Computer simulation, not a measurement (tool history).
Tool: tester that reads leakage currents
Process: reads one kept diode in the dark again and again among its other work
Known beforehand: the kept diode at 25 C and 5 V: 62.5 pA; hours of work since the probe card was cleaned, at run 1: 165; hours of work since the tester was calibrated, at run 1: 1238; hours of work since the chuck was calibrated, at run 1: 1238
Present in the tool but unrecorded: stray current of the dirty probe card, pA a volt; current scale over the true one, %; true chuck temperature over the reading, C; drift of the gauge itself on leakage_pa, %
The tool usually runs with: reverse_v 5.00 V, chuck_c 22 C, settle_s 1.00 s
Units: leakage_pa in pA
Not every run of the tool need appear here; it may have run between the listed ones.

run,hour,reverse_v,chuck_c,settle_s,hours of work since the probe card was cleaned,hours of work since the tester was calibrated,hours of work since the chuck was calibrated,leakage_pa
1,0.0,5.00,22,1.00,165,1238,1238,44.39
2,43.3,5.00,22,1.00,186,1260,1260,44.49
3,79.4,7.07,22,1.00,204,1277,1277,52.43
4,126.3,7.07,32,1.00,227,1301,1301,130.57
5,182.1,5.00,36,1.00,255,1328,1328,156.15
6,237.6,5.00,22,1.00,282,1356,1356,44.85
7,300.2,8.36,22,1.00,313,1387,1387,58.36
8,362.9,8.36,22,1.00,344,1418,1418,58.31
9,418.6,8.36,22,1.00,372,1445,1445,58.82
10,475.0,8.36,22,1.00,400,1473,1473,58.82
11,539.3,4.63,22,1.00,431,1505,1505,43.63
12,613.1,5.00,22,1.00,468,1541,1541,45.75
13,670.5,5.00,22,1.00,496,1570,1570,45.52
14,716.2,5.00,22,8.05,519,1592,1592,45.21
15,793.5,5.00,22,1.34,557,1630,1630,45.64
16,847.3,5.00,49,1.00,584,1657,1657,459.63
# hour 888.1: chuck's temperature calibrated
17,890.4,5.00,53,1.00,604,1677,1,702.32
18,955.9,5.00,53,1.00,636,1710,33,703.14
19,1005.9,5.00,53,1.00,661,1734,58,698.69
20,1049.6,5.00,53,1.00,683,1756,80,697.28
21,1084.5,6.46,53,3.06,700,1773,97,788.11
22,1122.9,6.46,53,3.06,719,1792,116,787.13
23,1156.5,6.46,53,3.06,735,1809,133,783.13

What does the tool deliver on the next run?
24,1205.6,4.31,22,5.08,760,1833,157,?

Run 24 gave leakage_pa 48.14 pA.
Minus the tool's unlogged condition, the same run would have read leakage_pa 43.97 pA.
